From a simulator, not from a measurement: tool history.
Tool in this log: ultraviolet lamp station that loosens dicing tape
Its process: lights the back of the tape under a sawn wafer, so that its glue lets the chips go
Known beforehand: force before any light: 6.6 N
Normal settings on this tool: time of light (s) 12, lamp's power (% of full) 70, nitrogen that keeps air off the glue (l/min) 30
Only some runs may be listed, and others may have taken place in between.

run   hour  time of light (s)  lamp's power (% of full)  nitrogen that keeps air off the glue (l/min)  force that peels the tape off (N)  light that reached the tape (mJ/cm²)
  1    0.0                 12                        70                                            30                              0.444                                   426
  2    8.6                 12                        70                                            30                              0.460                                   421
  3   13.2                 12                        70                                            30                              0.448                                   427
  4   18.3                 12                        70                                            30                              0.469                                   419
  5   25.8                 12                        70                                            30                              0.468                                   418
  6   32.4                 12                        70                                            30                              0.459                                   423
  7   36.4                  9                        70                                            30                              0.757                                   310
  8   43.8                  9                        70                                            30                              0.764                                   310
  9   48.3                 12                        70                                            19                              0.647                                   417
 10   56.3                 12                        70                                            19                              0.623                                   415
 11   63.9                 12                        70                                            19                              0.643                                   416
 12   70.0                 12                        70                                            19                              0.628                                   414
 13   75.8                 12                        70                                            30                              0.468                                   420
 14   79.9                 12                        70                                            30                              0.461                                   413
      82.3  -- window cleaned of glue's vapour
 15   86.7                 12                        70                                            30                              0.459                                   409
 16   96.1                 12                        81                                            30                              0.378                                   475
 17  105.7                 12                        70                                            17                              0.736                                   404
 18  113.1                 12                        83                                            17                              0.532                                   488
 19  122.0                 12                        90                                             9                              0.738                                   516
 20  126.5                 16                        65                                            46                              0.287                                   506
 21  130.9                 16                        65                                            46                              0.265                                   504
 22  139.1                 16                        65                                            46                              0.262                                   493
     142.5  -- window cleaned of glue's vapour, once more
 23  147.8                 12                        70                                            32                              0.428                                   431
 24  153.6                 22                        64                                            44                              0.214                                   727
 25  163.2                 18                        98                                            45                              0.219                                   909
 26  168.0                 18                        98                                            45                              0.209                                   901
 27  174.6                 18                        98                                            45                              0.197                                   903
 28  182.5                 12                        67                                            30                              0.457                                   408
 29  190.5                 11                        75                                            28                              0.481                                   417
 30  198.3                 11                        75                                            28                              0.487                                   416
 31  203.5                  7                        78                                            29                              0.995                                   280

Run 32, settings as shown, results not yet in. Your forecast:
 32  209.7                 15                        78                                            15                                  ?                                     ?

Run 32 gave force that peels the tape off (N) 0.405, light that reached the tape (mJ/cm²) 599.
With the hidden condition absent and the run-to-run variation left alone, this run would have shown force that peels the tape off (N) 0.369, light that reached the tape (mJ/cm²) 634.
